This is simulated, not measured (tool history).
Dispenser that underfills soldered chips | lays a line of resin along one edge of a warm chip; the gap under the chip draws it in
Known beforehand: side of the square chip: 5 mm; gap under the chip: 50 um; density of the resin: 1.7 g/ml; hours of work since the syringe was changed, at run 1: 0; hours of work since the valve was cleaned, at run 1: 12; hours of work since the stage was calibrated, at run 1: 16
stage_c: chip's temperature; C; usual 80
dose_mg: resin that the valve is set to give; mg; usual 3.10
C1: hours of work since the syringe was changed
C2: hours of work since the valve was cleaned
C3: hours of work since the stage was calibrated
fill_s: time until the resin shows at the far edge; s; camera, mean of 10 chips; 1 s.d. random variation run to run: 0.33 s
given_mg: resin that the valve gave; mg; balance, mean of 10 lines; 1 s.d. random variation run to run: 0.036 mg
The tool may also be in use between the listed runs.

run 1 hour=0.0 | stage_c=80 dose_mg=3.10 | C1=0 C2=12 C3=16 | fill_s=14.9 given_mg=3.04
run 2 hour=9.5 | stage_c=80 dose_mg=3.10 | C1=6 C2=18 C3=22 | fill_s=18.7 given_mg=3.12
-- hour=14.7 new syringe of resin
run 3 hour=19.6 | stage_c=80 dose_mg=3.10 | C1=3 C2=24 C3=29 | fill_s=16.0 given_mg=3.07
-- hour=29.3 new syringe of resin
run 4 hour=33.2 | stage_c=80 dose_mg=3.10 | C1=2 C2=32 C3=37 | fill_s=15.1 given_mg=3.02
run 5 hour=39.8 | stage_c=80 dose_mg=3.10 | C1=7 C2=37 C3=41 | fill_s=18.5 given_mg=3.07
-- hour=44.2 new syringe of resin
run 6 hour=50.5 | stage_c=80 dose_mg=3.10 | C1=4 C2=43 C3=48 | fill_s=17.0 given_mg=2.98
-- hour=58.8 new syringe of resin
run 7 hour=58.8 | stage_c=94 dose_mg=3.55 | C1=0 C2=48 C3=53 | fill_s=7.6 given_mg=3.43
run 8 hour=66.7 | stage_c=67 dose_mg=3.18 | C1=5 C2=53 C3=58 | fill_s=29.4 given_mg=3.05
-- hour=74.2 new syringe of resin
run 9 hour=76.3 | stage_c=70 dose_mg=3.71 | C1=1 C2=59 C3=64 | fill_s=21.9 given_mg=3.61
run 10 hour=82.9 | stage_c=70 dose_mg=3.71 | C1=6 C2=63 C3=68 | fill_s=25.9 given_mg=3.56
-- hour=89.2 new syringe of resin
run 11 hour=89.4 | stage_c=70 dose_mg=3.71 | C1=0 C2=67 C3=72 | fill_s=21.0 given_mg=3.60

Predict each of these 4 candidate next runs independently; none follows another, all start after run 11:
run A hour=101.4 | stage_c=91 dose_mg=3.94 | C1=8 C2=75 C3=79 | fill_s=? given_mg=?
run B hour=101.4 | stage_c=78 dose_mg=3.07 | C1=8 C2=75 C3=79 | fill_s=? given_mg=?
run C hour=101.4 | stage_c=80 dose_mg=3.04 | C1=8 C2=75 C3=79 | fill_s=? given_mg=?
run D hour=101.4 | stage_c=74 dose_mg=3.88 | C1=8 C2=75 C3=79 | fill_s=? given_mg=?

run=A fill_s=11.8 given_mg=3.76
run=B fill_s=20.1 given_mg=2.97
run=C fill_s=19.5 given_mg=2.86
run=D fill_s=23.8 given_mg=3.71
With no hidden state in the tool, these same runs would have given:
run=A fill_s=8.8 given_mg=3.96
run=B fill_s=15.1 given_mg=3.13
run=C fill_s=14.7 given_mg=3.02
run=D fill_s=18.2 given_mg=3.91
